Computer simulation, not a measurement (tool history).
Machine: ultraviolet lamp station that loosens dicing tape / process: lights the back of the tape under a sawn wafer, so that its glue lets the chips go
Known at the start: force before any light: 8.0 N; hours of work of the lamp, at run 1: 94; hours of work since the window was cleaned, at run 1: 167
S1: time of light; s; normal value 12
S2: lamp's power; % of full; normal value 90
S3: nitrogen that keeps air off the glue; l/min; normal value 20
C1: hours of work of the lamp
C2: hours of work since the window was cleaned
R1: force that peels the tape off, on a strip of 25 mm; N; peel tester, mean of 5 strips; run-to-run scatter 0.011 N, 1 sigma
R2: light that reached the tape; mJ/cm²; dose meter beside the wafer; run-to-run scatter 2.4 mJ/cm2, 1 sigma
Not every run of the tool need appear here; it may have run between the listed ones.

run,day,S1,S2,S3,C1,C2,R1,R2
1,0.000,12,90,20,94,167,0.588,251
2,0.188,12,78,20,97,170,0.742,220
3,0.367,12,78,20,100,174,0.751,219
4,0.567,12,78,20,104,177,0.766,216
5,0.900,12,81,20,110,183,0.691,229
6,1.121,12,90,20,114,188,0.568,251
7,1.350,12,90,20,119,192,0.614,247
8,1.783,12,90,20,127,200,0.568,246
9,2.150,12,81,20,133,207,0.745,224
10,2.550,12,81,20,141,214,0.711,220
11,2.738,12,81,20,144,218,0.751,223
12,2.958,12,81,20,148,222,0.763,224
13,3.212,12,81,20,153,226,0.762,222
14,3.508,12,81,20,159,232,0.758,222
15,3.900,12,81,20,166,239,0.750,222
16,4.179,12,90,20,171,244,0.640,246
17,4.500,12,90,10,177,250,0.964,247
18,4.842,12,90,10,183,256,1.004,242
19,5.262,12,90,10,191,264,1.011,243
20,5.654,12,90,32,198,272,0.490,245
21,5.967,12,90,20,204,277,0.630,243
22,6.250,12,90,20,209,283,0.638,240
23,6.462,7,72,30,213,287,1.870,114
24,6.779,11,77,13,219,292,1.306,187
25,7.042,7,91,20,224,297,1.516,139
26,7.246,7,91,20,228,301,1.610,141
27,7.525,9,87,20,233,306,1.178,174
28,7.892,16,82,7,240,313,0.919,292
29,8.200,22,84,20,246,319,0.289,404
30,8.500,12,90,12,251,324,0.887,237
31,8.708,14,75,8,255,328,1.278,228
32,9.125,19,83,30,263,336,0.299,348
33,9.529,19,99,8,270,343,0.447,405
34,9.846,13,79,36,276,349,0.529,219
35,10.146,13,93,6,282,355,1.224,260
36,10.479,12,67,10,288,361,1.714,171
37,10.846,17,99,10,295,368,0.485,358
38,11.217,17,99,10,301,375,0.476,360
39,11.446,17,99,10,306,379,0.478,361
40,11.654,9,99,10,309,383,1.455,193
41,12.050,9,99,10,317,390,1.531,191
42,12.438,9,99,10,324,397,1.577,193
43,12.692,9,90,9,329,402,1.800,169

The logged runs with the hidden state left out (each run's random variation unchanged):
Hidden conditions of the tool in this case: lamp's light, % of a new lamp's; light that the window lets through, % of a clean one's; drift of the gauge itself on peel_n, %; drift of the gauge itself on dose_mj_cm2, %.
run,R1,R2
1,0.519,268
2,0.652,235
3,0.659,234
4,0.670,232
5,0.601,247
6,0.494,271
7,0.534,268
8,0.487,267
9,0.638,244
10,0.604,241
11,0.638,243
12,0.645,245
13,0.642,244
14,0.637,244
15,0.626,245
16,0.532,271
17,0.801,273
18,0.833,269
19,0.831,270
20,0.407,273
21,0.511,272
22,0.517,270
23,1.582,128
24,1.065,211
25,1.256,157
26,1.331,160
27,0.947,197
28,0.727,332
29,0.263,461
30,0.693,271
31,1.015,261
32,0.266,399
33,0.358,467
34,0.411,253
35,0.950,301
36,1.370,198
37,0.379,417
38,0.371,420
39,0.371,422
40,1.127,226
41,1.181,224
42,1.211,226
43,1.411,200
